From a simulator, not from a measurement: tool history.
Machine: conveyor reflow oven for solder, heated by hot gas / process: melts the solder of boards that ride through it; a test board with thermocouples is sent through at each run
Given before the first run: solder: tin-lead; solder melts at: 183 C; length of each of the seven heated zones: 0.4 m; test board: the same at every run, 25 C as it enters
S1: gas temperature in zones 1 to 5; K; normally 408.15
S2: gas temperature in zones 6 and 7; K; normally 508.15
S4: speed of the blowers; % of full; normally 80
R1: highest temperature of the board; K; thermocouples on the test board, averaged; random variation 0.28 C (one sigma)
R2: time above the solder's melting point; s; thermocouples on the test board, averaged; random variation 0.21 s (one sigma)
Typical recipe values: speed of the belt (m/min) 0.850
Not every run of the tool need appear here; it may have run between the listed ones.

run 1 day=0.000 | S1=408.15 S2=508.15 speed_of_the_belt_(m/min)=0.850 S4=80 | R1=486.45 R2=38.4
run 2 day=0.596 | S1=408.15 S2=508.15 speed_of_the_belt_(m/min)=0.850 S4=80 | R1=486.55 R2=38.3
run 3 day=1.046 | S1=406.15 S2=508.15 speed_of_the_belt_(m/min)=0.850 S4=80 | R1=485.65 R2=37.7
run 4 day=1.512 | S1=406.15 S2=508.15 speed_of_the_belt_(m/min)=0.850 S4=80 | R1=485.35 R2=37.6
run 5 day=2.079 | S1=399.15 S2=508.15 speed_of_the_belt_(m/min)=0.850 S4=80 | R1=484.35 R2=34.5
run 6 day=2.579 | S1=399.15 S2=508.15 speed_of_the_belt_(m/min)=0.850 S4=80 | R1=483.55 R2=34.3
run 7 day=3.246 | S1=399.15 S2=508.15 speed_of_the_belt_(m/min)=0.850 S4=80 | R1=483.95 R2=34.5
run 8 day=3.808 | S1=410.15 S2=503.15 speed_of_the_belt_(m/min)=0.739 S4=55 | R1=480.55 R2=39.3
-- day=4.079 flux residue cleaned out of gas plates and filters
run 9 day=4.479 | S1=405.15 S2=503.15 speed_of_the_belt_(m/min)=0.848 S4=55 | R1=471.65 R2=23.7
run 10 day=5.025 | S1=408.15 S2=508.15 speed_of_the_belt_(m/min)=0.692 S4=52 | R1=483.75 R2=44.7
run 11 day=5.575 | S1=408.15 S2=508.15 speed_of_the_belt_(m/min)=0.986 S4=52 | R1=467.05 R2=15.2
run 12 day=5.854 | S1=408.15 S2=508.15 speed_of_the_belt_(m/min)=0.986 S4=52 | R1=467.15 R2=15.2
-- day=6.221 flux residue cleaned out of gas plates and filters, once more
run 13 day=6.350 | S1=408.15 S2=515.15 speed_of_the_belt_(m/min)=0.850 S4=80 | R1=495.25 R2=43.9

A few steps of R1 between consecutive runs. Split each: what settings, incoming material and random variation would produce without the hidden state, and what is left over for the hidden state, along with gauge scatter present in only one of the two compared results (measured, and without hidden state):
What the log doesn't record here: heat that the gas passes to the board, % of a clean oven's; belt's true speed, % of the reading; true gas temperature in zones 6 and 7 over the reading, C; drift of the gauge itself on peak_c, C; drift of the gauge itself on liquid_s, %.
Run 12 -> 13: S2 508.15 -> 515.15, speed of the belt (m/min) 0.986 -> 0.850, S4 52 -> 80, flux residue cleaned out of gas plates and filters, once more. R1 +28.10 K: hidden state +4.60, all else +23.50.

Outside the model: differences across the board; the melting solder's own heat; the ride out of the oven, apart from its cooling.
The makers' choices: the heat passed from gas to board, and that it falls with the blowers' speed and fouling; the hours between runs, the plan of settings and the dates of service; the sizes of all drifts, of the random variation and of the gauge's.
